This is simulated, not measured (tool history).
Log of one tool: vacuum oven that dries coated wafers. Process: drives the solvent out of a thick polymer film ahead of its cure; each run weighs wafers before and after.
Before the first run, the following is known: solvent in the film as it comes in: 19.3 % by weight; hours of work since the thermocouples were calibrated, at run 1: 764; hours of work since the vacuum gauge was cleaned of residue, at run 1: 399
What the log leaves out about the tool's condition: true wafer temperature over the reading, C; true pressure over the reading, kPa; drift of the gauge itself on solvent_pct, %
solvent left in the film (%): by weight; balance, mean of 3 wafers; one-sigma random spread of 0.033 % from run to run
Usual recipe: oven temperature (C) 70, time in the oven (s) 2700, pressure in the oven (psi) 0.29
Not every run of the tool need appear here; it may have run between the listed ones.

run,hour,oven temperature (C),time in the oven (s),pressure in the oven (psi),hours of work since the thermocouples were calibrated,hours of work since the vacuum gauge was cleaned of residue,solvent left in the film (%)
1,0,70,2700,0.29,764,399,3.64
2,19.4,70,2700,0.29,775,411,3.59
3,42.6,70,2700,0.29,789,425,3.67
4,64,70,2700,0.29,802,438,3.68
5,82.6,70,2700,0.29,814,449,3.65
6,97.7,62,2700,0.29,823,458,5.74
7,122.2,62,2700,0.29,837,473,5.77
8,149.3,62,2700,0.29,854,489,5.81
9,180.1,62,2700,0.29,872,508,5.8
10,199.7,62,2700,0.29,884,519,5.84
11,214.2,62,2700,0.29,893,528,5.75
12,238.2,70,2700,0.437,907,543,4.73
13,268.5,70,2700,0.437,926,561,4.67
14,292,70,2700,0.437,940,575,4.69
15,305.8,70,2700,0.437,948,583,4.68
16,326.4,70,2700,0.57,961,596,5.67
17,343.6,70,2700,0.29,971,606,3.75
18,360.3,70,2700,0.29,981,616,3.74
19,377.4,70,2700,0.29,991,627,3.65
20,392.9,68,2700,0.29,1001,636,4.08
21,409.1,68,2700,0.29,1010,646,4.12
22,425.8,68,2700,0.29,1020,656,4.14
23,445.9,70,2220,0.373,1033,668,4.9
24,459.1,82,1740,0.206,1041,676,2.27
25,479.1,63,1680,0.206,1053,688,7.09
26,511,58,1680,0.371,1072,707,9.98
27,524.9,71,2280,0.418,1080,716,4.87
28,553.4,71,4080,0.812,1097,733,6.28
29,570.6,71,1800,0.716,1108,743,7.61
30,588.4,59,2460,0.306,1119,754,7.26
31,616.3,57,1440,0.173,1135,771,9.25

Run 32 is up next; what results do you expect?
32,635.6,57,1440,0.173,1147,782,?

{"run 32": {"solvent left in the film (%)": 9.37}}
Take away the tool's hidden state, keep the run-to-run variation as it was, and the same run would have given solvent left in the film (%) 9.39.
